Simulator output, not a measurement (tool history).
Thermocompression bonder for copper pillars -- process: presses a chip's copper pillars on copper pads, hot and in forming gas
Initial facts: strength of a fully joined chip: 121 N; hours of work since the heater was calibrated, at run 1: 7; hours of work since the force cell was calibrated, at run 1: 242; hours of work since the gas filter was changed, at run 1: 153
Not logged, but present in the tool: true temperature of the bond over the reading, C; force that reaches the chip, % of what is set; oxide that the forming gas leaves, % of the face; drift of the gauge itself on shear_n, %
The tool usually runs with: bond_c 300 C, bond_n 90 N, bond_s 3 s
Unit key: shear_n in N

| run | hour | bond_c | bond_n | bond_s | hours of work since the heater was calibrated | hours of work since the force cell was calibrated | hours of work since the gas filter was changed | shear_n |
|---|---|---|---|---|---|---|---|---|
| 1 | 0 | 300 | 90 | 3 | 7 | 242 | 153 | 64.8 |
| 2 | 15.5 | 300 | 90 | 3 | 14 | 249 | 160 | 65 |
| 3 | 34.7 | 300 | 90 | 3 | 23 | 258 | 169 | 64.9 |
| 4 | 49.3 | 300 | 90 | 3 | 30 | 265 | 176 | 65 |
| 5 | 64 | 300 | 90 | 3 | 37 | 271 | 183 | 64.5 |
| 6 | 75.5 | 300 | 79 | 3 | 42 | 277 | 188 | 57.7 |
| 7 | 88.5 | 300 | 79 | 3 | 48 | 283 | 194 | 57.3 |
| 8 | 106.7 | 300 | 90 | 3 | 57 | 291 | 202 | 64.8 |
| 9 | 127.8 | 297 | 90 | 3 | 66 | 301 | 212 | 62.2 |
| 10 | 146.7 | 297 | 90 | 3 | 75 | 310 | 221 | 61.9 |
| 11 | 168.9 | 301 | 90 | 3 | 86 | 320 | 231 | 65.2 |
| 12 | 189.6 | 327 | 79 | 3 | 95 | 330 | 241 | 75.8 |
| 13 | 204.4 | 327 | 90 | 3 | 102 | 337 | 248 | 81.3 |
|  | 229.7 | forming gas filter changed |
| 14 | 229.7 | 300 | 58 | 5 | 114 | 348 | 0 | 53.8 |
| 15 | 241.6 | 300 | 58 | 5 | 119 | 354 | 6 | 54 |
| 16 | 260.4 | 300 | 134 | 5 | 128 | 362 | 14 | 96.9 |
| 17 | 277.6 | 287 | 79 | 3 | 136 | 370 | 22 | 50.4 |

Consider 5 possible next runs. They are alternatives, not a sequence: every one starts from the tool as it was left by run 17. What does each give?
| A | 293.7 | 320 | 90 | 5 | 143 | 378 | 30 | ? |
| B | 293.7 | 291 | 80 | 5 | 143 | 378 | 30 | ? |
| C | 293.7 | 316 | 122 | 2 | 143 | 378 | 30 | ? |
| D | 293.7 | 286 | 79 | 3 | 143 | 378 | 30 | ? |
| E | 293.7 | 287 | 56 | 3 | 143 | 378 | 30 | ? |

| run | shear_n |
|---|---|
| A | 90.7 |
| B | 63.3 |
| C | 85 |
| D | 49.4 |
| E | 35.3 |
With no hidden state in the tool, these same runs would have given:
| run | shear_n |
|---|---|
| A | 92.8 |
| B | 65.4 |
| C | 87.1 |
| D | 51.2 |
| E | 36.7 |
